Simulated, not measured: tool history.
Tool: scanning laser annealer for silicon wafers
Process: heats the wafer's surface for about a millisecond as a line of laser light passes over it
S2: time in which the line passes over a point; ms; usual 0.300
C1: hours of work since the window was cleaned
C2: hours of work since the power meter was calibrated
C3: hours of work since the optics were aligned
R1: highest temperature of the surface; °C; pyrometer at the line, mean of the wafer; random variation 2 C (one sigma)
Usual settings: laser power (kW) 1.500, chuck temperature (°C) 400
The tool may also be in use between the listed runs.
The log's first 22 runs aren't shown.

Run 23, hour 132.5: usual settings but laser power (kW) 1.518, chuck temperature (°C) 369; C1 359; C2 300; C3 945. Result: R1 1172 °C.
Run 24, hour 139.6: usual settings but laser power (kW) 1.518, chuck temperature (°C) 369; C1 364; C2 304; C3 949. Result: R1 1167 °C.
Run 25, hour 143.9: usual settings but laser power (kW) 1.518, chuck temperature (°C) 369; C1 366; C2 307; C3 952. Result: R1 1169 °C.
Run 26, hour 148.9: usual settings but laser power (kW) 1.519, S2 0.305 ms, chuck temperature (°C) 414; C1 369; C2 310; C3 955. Result: R1 1220 °C.
Run 27, hour 157.6: usual settings but laser power (kW) 1.344, S2 0.239 ms, chuck temperature (°C) 414; C1 374; C2 315; C3 960. Result: R1 1051 °C.
Run 28, hour 161.4: usual settings but laser power (kW) 1.344, S2 0.239 ms, chuck temperature (°C) 414; C1 376; C2 317; C3 962. Result: R1 1050 °C.
Run 29, hour 165.2: usual settings but laser power (kW) 1.507, S2 0.367 ms, chuck temperature (°C) 414; C1 379; C2 319; C3 964. Result: R1 1285 °C.
At hour 168.0: window over the wafer cleaned.
Run 30, hour 175.4: usual settings but laser power (kW) 1.313, S2 0.367 ms, chuck temperature (°C) 414; C1 4; C2 324; C3 969. Result: R1 1214 °C.
Run 31, hour 184.5: usual settings but laser power (kW) 1.497; C1 10; C2 329; C3 974. Result: R1 1226 °C.
Run 32, hour 192.0: usual settings but laser power (kW) 1.445, S2 0.217 ms, chuck temperature (°C) 403; C1 14; C2 334; C3 979. Result: R1 1090 °C.
Run 33, hour 196.2: usual settings but laser power (kW) 1.445, S2 0.217 ms, chuck temperature (°C) 403; C1 17; C2 336; C3 981. Result: R1 1089 °C.
Run 34, hour 201.4: usual settings but laser power (kW) 1.334, S2 0.282 ms, chuck temperature (°C) 381; C1 20; C2 339; C3 984. Result: R1 1095 °C.
Run 35, hour 208.4: usual settings but laser power (kW) 1.532, S2 0.228 ms, chuck temperature (°C) 403; C1 24; C2 344; C3 989. Result: R1 1145 °C.
Run 36, hour 214.4: usual settings but laser power (kW) 1.532, S2 0.228 ms, chuck temperature (°C) 403; C1 27; C2 347; C3 992. Result: R1 1143 °C.
Run 37, hour 220.1: usual settings but laser power (kW) 1.337, S2 0.245 ms, chuck temperature (°C) 436; C1 31; C2 350; C3 995. Result: R1 1104 °C.
Run 38, hour 224.0: usual settings but laser power (kW) 1.522, S2 0.214 ms, chuck temperature (°C) 437; C1 33; C2 353; C3 998. Result: R1 1154 °C.
Run 39, hour 231.3: usual settings but laser power (kW) 1.494, S2 0.310 ms, chuck temperature (°C) 414; C1 37; C2 357; C3 1002. Result: R1 1248 °C.
Run 40, hour 235.4: usual settings but laser power (kW) 1.494, S2 0.310 ms, chuck temperature (°C) 414; C1 40; C2 359; C3 1004. Result: R1 1253 °C.
Run 41, hour 240.6: usual settings but laser power (kW) 1.297, S2 0.243 ms, chuck temperature (°C) 415; C1 43; C2 363; C3 1008. Result: R1 1062 °C.
Run 42, hour 245.6: usual settings but laser power (kW) 1.384, S2 0.313 ms, chuck temperature (°C) 405; C1 46; C2 365; C3 1010. Result: R1 1183 °C.

Forecast each of these 3 alternatives for the next run:
Run A, hour 254.8: usual settings but laser power (kW) 1.384, S2 0.313 ms, chuck temperature (°C) 410; C1 51; C2 371; C3 1016. Result: R1 ?.
Run B, hour 254.8: usual settings but laser power (kW) 1.352; C1 51; C2 371; C3 1016. Result: R1 ?.
Run C, hour 254.8: usual settings but laser power (kW) 1.616, S2 0.360 ms, chuck temperature (°C) 422; C1 51; C2 371; C3 1016. Result: R1 ?.

run    R1
  A  1187
  B  1140
  C  1390
Without the tool's hidden state the same runs would have given:
run    R1
  A  1210
  B  1162
  C  1419
